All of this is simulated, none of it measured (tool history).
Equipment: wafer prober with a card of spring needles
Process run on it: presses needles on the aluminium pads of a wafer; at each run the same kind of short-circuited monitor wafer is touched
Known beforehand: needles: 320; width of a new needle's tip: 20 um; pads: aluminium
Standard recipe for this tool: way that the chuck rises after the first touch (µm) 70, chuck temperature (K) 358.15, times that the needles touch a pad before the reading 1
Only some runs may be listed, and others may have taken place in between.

run     day  way that the chuck rises after the first touch (µm)  chuck temperature (K)  times that the needles touch a pad before the reading  resistance of one needle with its contact and lead (mohm)  way that a needle slides on the pad (µm)
  1   0.000                                                   70                 358.15                                                      1                                                        231                                     11.31
      0.050  -- tips cleaned on abrasive film
      0.233  -- tips cleaned on abrasive film
      0.458  -- tips cleaned on abrasive film
      0.688  -- tips cleaned on abrasive film
      0.871  -- tips cleaned on abrasive film
      1.054  -- tips cleaned on abrasive film
      1.279  -- tips cleaned on abrasive film
  2   1.396                                                   70                 358.15                                                      1                                                        232                                     11.32
      1.492  -- tips cleaned on abrasive film
      1.671  -- tips cleaned on abrasive film
      1.854  -- tips cleaned on abrasive film
      2.079  -- tips cleaned on abrasive film
  3   2.079                                                   89                 358.15                                                      1                                                        222                                     14.37
      2.308  -- tips cleaned on abrasive film
      2.488  -- tips cleaned on abrasive film
      2.717  -- tips cleaned on abrasive film
      2.900  -- tips cleaned on abrasive film
  4   2.950                                                   89                 358.15                                                      1                                                        227                                     14.37
      3.092  -- tips cleaned on abrasive film
      3.317  -- tips cleaned on abrasive film
      3.500  -- tips cleaned on abrasive film
      3.729  -- tips cleaned on abrasive film
  5   3.775                                                   89                 358.15                                                      1                                                        229                                     14.33
      3.912  -- tips cleaned on abrasive film
      4.138  -- tips cleaned on abrasive film
      4.367  -- tips cleaned on abrasive film
      4.550  -- tips cleaned on abrasive film
      4.562  -- height of the first contact set anew
      4.792  -- tips cleaned on abrasive film
      5.017  -- tips cleaned on abrasive film
  6   5.129                                                   89                 358.15                                                      1                                                        226                                     14.38
      5.225  -- tips cleaned on abrasive film
      5.450  -- tips cleaned on abrasive film
      5.633  -- tips cleaned on abrasive film
      5.862  -- tips cleaned on abrasive film
  7   5.912                                                   89                 358.15                                                      1                                                        228                                     14.36
      6.050  -- tips cleaned on abrasive film
      6.279  -- tips cleaned on abrasive film
      6.462  -- tips cleaned on abrasive film
      6.688  -- tips cleaned on abrasive film
      6.871  -- tips cleaned on abrasive film
  8   6.883                                                   89                 358.15                                                      1                                                        225                                     14.34
      7.067  -- tips cleaned on abrasive film
      7.296  -- tips cleaned on abrasive film
      7.521  -- tips cleaned on abrasive film
      7.750  -- tips cleaned on abrasive film
      7.933  -- tips cleaned on abrasive film
  9   8.029                                                   89                 358.15                                                      1                                                        225                                     14.39
      8.125  -- tips cleaned on abrasive film
      8.350  -- tips cleaned on abrasive film
      8.579  -- tips cleaned on abrasive film
      8.762  -- tips cleaned on abrasive film
 10   8.896                                                   70                 358.15                                                      1                                                        230                                     11.28
      8.950  -- tips cleaned on abrasive film
      9.175  -- tips cleaned on abrasive film
      9.358  -- tips cleaned on abrasive film
      9.588  -- tips cleaned on abrasive film
 11   9.742                                                   70                 358.15                                                      1                                                        229                                     11.28
      9.792  -- tips cleaned on abrasive film
      9.975  -- tips cleaned on abrasive film
     10.204  -- tips cleaned on abrasive film
     10.429  -- tips cleaned on abrasive film
     10.658  -- tips cleaned on abrasive film
     10.883  -- tips cleaned on abrasive film
 12  10.971                                                   70                 358.15                                                      1                                                        229                                     11.30
     11.108  -- tips cleaned on abrasive film
     11.292  -- tips cleaned on abrasive film
     11.521  -- tips cleaned on abrasive film
     11.704  -- tips cleaned on abrasive film
     11.762  -- height of the first contact set anew
     11.900  -- tips cleaned on abrasive film
 13  11.921                                                   70                 325.15                                                      1                                                        220                                     11.28
     12.104  -- tips cleaned on abrasive film
     12.329  -- tips cleaned on abrasive film
     12.558  -- tips cleaned on abrasive film
 14  12.617                                                   70                 321.15                                                      2                                                        220                                     11.24
     12.754  -- tips cleaned on abrasive film
     12.983  -- tips cleaned on abrasive film
     13.167  -- tips cleaned on abrasive film
     13.346  -- tips cleaned on abrasive film
     13.575  -- tips cleaned on abrasive film
 15  13.688                                                   70                 385.15                                                      1                                                        236                                     11.35
     13.779  -- tips cleaned on abrasive film
     14.008  -- tips cleaned on abrasive film
     14.233  -- tips cleaned on abrasive film
     14.462  -- tips cleaned on abrasive film
 16  14.617                                                   70                 385.15                                                      1                                                        236                                     11.27
     14.667  -- tips cleaned on abrasive film
     14.846  -- tips cleaned on abrasive film
     15.075  -- tips cleaned on abrasive film
     15.304  -- tips cleaned on abrasive film
 17  15.346                                                   76                 357.15                                                      2                                                        232                                     12.30
     15.529  -- tips cleaned on abrasive film
     15.712  -- tips cleaned on abrasive film
     15.896  -- tips cleaned on abrasive film
 18  15.992                                                   86                 358.15                                                      2                                                        227                                     13.92
     16.088  -- tips cleaned on abrasive film
     16.271  -- tips cleaned on abrasive film
     16.450  -- tips cleaned on abrasive film
     16.679  -- tips cleaned on abrasive film
 19  16.750                                                   70                 358.15                                                      2                                                        232                                     11.29
     16.892  -- tips cleaned on abrasive film
     17.117  -- tips cleaned on abrasive film
     17.346  -- tips cleaned on abrasive film
 20  17.375                                                   70                 324.15                                                      1                                                        217                                     11.36

Run 21, settings as shown, results not yet in. Your forecast:
     17.558  -- tips cleaned on abrasive film
     17.742  -- tips cleaned on abrasive film
     17.967  -- tips cleaned on abrasive film
     18.150  -- tips cleaned on abrasive film
     18.379  -- tips cleaned on abrasive film
     18.608  -- tips cleaned on abrasive film
 21  18.729                                                   70                 324.15                                                      1                                                          ?                                         ?

resistance of one needle with its contact and lead (mohm): 218
way that a needle slides on the pad (µm): 11.31
Had the tool carried no hidden state, the very same run would have given resistance of one needle with its contact and lead (mohm) 218, way that a needle slides on the pad (µm) 11.31.

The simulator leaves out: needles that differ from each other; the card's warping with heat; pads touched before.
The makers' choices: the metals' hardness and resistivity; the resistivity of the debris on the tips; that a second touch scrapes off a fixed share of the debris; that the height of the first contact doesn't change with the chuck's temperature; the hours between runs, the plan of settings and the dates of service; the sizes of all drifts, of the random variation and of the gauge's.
